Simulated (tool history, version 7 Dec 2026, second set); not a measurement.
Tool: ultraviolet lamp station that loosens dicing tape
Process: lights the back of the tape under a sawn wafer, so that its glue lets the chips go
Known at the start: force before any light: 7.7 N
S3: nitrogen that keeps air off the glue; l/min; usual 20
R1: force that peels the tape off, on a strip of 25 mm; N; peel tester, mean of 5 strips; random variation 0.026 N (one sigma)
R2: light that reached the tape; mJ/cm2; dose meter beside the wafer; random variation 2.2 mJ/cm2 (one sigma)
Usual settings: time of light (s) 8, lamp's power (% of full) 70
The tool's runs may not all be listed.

run 1 hour=0 | time_of_light_(s)=8 lamp's_power_(%_of_full)=70 S3=20 | R1=1.288 R2=194
run 2 hour=15.5 | time_of_light_(s)=8 lamp's_power_(%_of_full)=70 S3=20 | R1=1.252 R2=193
run 3 hour=25.2 | time_of_light_(s)=8 lamp's_power_(%_of_full)=70 S3=20 | R1=1.3 R2=193
run 4 hour=36.7 | time_of_light_(s)=8 lamp's_power_(%_of_full)=70 S3=17 | R1=1.405 R2=192
run 5 hour=43 | time_of_light_(s)=8 lamp's_power_(%_of_full)=70 S3=17 | R1=1.357 R2=190
run 6 hour=57.6 | time_of_light_(s)=8 lamp's_power_(%_of_full)=70 S3=17 | R1=1.375 R2=191
run 7 hour=70.1 | time_of_light_(s)=8 lamp's_power_(%_of_full)=70 S3=17 | R1=1.376 R2=191
run 8 hour=80.8 | time_of_light_(s)=8 lamp's_power_(%_of_full)=70 S3=17 | R1=1.368 R2=188
run 9 hour=93.8 | time_of_light_(s)=8 lamp's_power_(%_of_full)=70 S3=28 | R1=1.127 R2=190
run 10 hour=100.9 | time_of_light_(s)=8 lamp's_power_(%_of_full)=70 S3=28 | R1=1.177 R2=192
run 11 hour=115.1 | time_of_light_(s)=12 lamp's_power_(%_of_full)=92 S3=17 | R1=0.41 R2=380
run 12 hour=121.9 | time_of_light_(s)=12 lamp's_power_(%_of_full)=92 S3=17 | R1=0.427 R2=377
run 13 hour=131.1 | time_of_light_(s)=7 lamp's_power_(%_of_full)=86 S3=6 | R1=1.926 R2=207
run 14 hour=143.1 | time_of_light_(s)=4 lamp's_power_(%_of_full)=80 S3=10 | R1=3.188 R2=108
run 15 hour=157.6 | time_of_light_(s)=7 lamp's_power_(%_of_full)=73 S3=7 | R1=2.204 R2=178
run 16 hour=165.2 | time_of_light_(s)=13 lamp's_power_(%_of_full)=98 S3=6 | R1=0.596 R2=433
run 17 hour=175.8 | time_of_light_(s)=9 lamp's_power_(%_of_full)=60 S3=11 | R1=1.723 R2=185
run 18 hour=184 | time_of_light_(s)=12 lamp's_power_(%_of_full)=81 S3=22 | R1=0.49 R2=334
run 19 hour=196.9 | time_of_light_(s)=4 lamp's_power_(%_of_full)=83 S3=24 | R1=2.35 R2=117

Forecast each of these 3 alternatives for the next run:
run A hour=209.2 | time_of_light_(s)=8 lamp's_power_(%_of_full)=70 S3=12 | R1=? R2=?
run B hour=209.2 | time_of_light_(s)=8 lamp's_power_(%_of_full)=83 S3=9 | R1=? R2=?
run C hour=209.2 | time_of_light_(s)=12 lamp's_power_(%_of_full)=64 S3=24 | R1=? R2=?

run=A R1=1.621 R2=190
run=B R1=1.453 R2=227
run=C R1=0.693 R2=264
Without the tool's hidden state the same runs would have given:
run=A R1=1.614 R2=190
run=B R1=1.447 R2=228
run=C R1=0.69 R2=264

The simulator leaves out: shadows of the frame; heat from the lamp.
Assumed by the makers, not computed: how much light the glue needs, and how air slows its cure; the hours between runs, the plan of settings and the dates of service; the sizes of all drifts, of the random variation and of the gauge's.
